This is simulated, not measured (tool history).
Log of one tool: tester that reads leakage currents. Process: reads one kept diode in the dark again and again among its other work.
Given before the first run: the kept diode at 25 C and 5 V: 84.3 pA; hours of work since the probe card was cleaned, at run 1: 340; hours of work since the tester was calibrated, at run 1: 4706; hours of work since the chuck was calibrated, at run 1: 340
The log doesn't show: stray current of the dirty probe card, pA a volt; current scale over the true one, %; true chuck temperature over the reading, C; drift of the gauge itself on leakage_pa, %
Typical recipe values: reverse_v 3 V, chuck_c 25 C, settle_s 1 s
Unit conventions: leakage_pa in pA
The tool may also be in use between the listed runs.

| run | day | reverse_v | chuck_c | settle_s | hours of work since the probe card was cleaned | hours of work since the tester was calibrated | hours of work since the chuck was calibrated | leakage_pa |
|---|---|---|---|---|---|---|---|---|
| 1 | 0 | 3 | 25 | 1 | 340 | 4706 | 340 | 75.74 |
| 2 | 4.592 | 17.15 | 25 | 1 | 411 | 4777 | 411 | 154.8 |
| 3 | 8.621 | 17.15 | 25 | 1 | 474 | 4840 | 474 | 157.35 |
| 4 | 12.838 | 17.15 | 25 | 1 | 539 | 4905 | 539 | 160.32 |
| 5 | 21.067 | 3 | 25 | 1 | 666 | 5033 | 666 | 80.08 |
| 6 | 27.121 | 4.25 | 25 | 1 | 760 | 5126 | 760 | 92.88 |
| 7 | 36.238 | 4.25 | 25 | 1 | 901 | 5268 | 901 | 94.93 |
| 8 | 44.704 | 3 | 25 | 1 | 1033 | 5399 | 1033 | 84.18 |
| 9 | 52.638 | 3 | 55 | 1 | 1155 | 5522 | 1155 | 837.8 |
| 10 | 58.304 | 3 | 55 | 1 | 1243 | 5609 | 1243 | 851.47 |
| 11 | 65.812 | 3 | 55 | 1 | 1360 | 5726 | 1360 | 855.45 |
|  | 66.433 | tester calibrated |
| 12 | 73.158 | 3 | 55 | 1 | 1472 | 104 | 1472 | 878.93 |
| 13 | 81.396 | 3 | 55 | 1 | 1600 | 232 | 1600 | 892.16 |
| 14 | 88.054 | 1.21 | 55 | 6.23 | 1703 | 335 | 1703 | 633.89 |
| 15 | 92.096 | 2.13 | 25 | 0.72 | 1765 | 398 | 1765 | 81.84 |
| 16 | 98.029 | 4.92 | 28 | 1 | 1857 | 489 | 1857 | 149.04 |
| 17 | 102.567 | 4.92 | 28 | 1 | 1928 | 560 | 1928 | 150.25 |
|  | 104.842 | chuck's temperature calibrated |
| 18 | 110.167 | 3.24 | 42 | 1 | 2044 | 676 | 82 | 310.05 |
|  | 118.596 | tester calibrated, once more |
| 19 | 119.571 | 8.06 | 28 | 7.21 | 2188 | 15 | 227 | 151.87 |
| 20 | 128.15 | 8.06 | 28 | 7.21 | 2321 | 148 | 360 | 154.93 |
| 21 | 132.858 | 3.24 | 25 | 1 | 2394 | 221 | 433 | 83.66 |

Forecast run 22:
|  | 137.408 | probe card cleaned and baked |
| 22 | 141.708 | 3.24 | 25 | 1 | 67 | 356 | 568 | ? |

leakage_pa: 77.21 pA
If the tool had no hidden condition, the same run with the same run-to-run variation would have returned leakage_pa 72.2 pA.
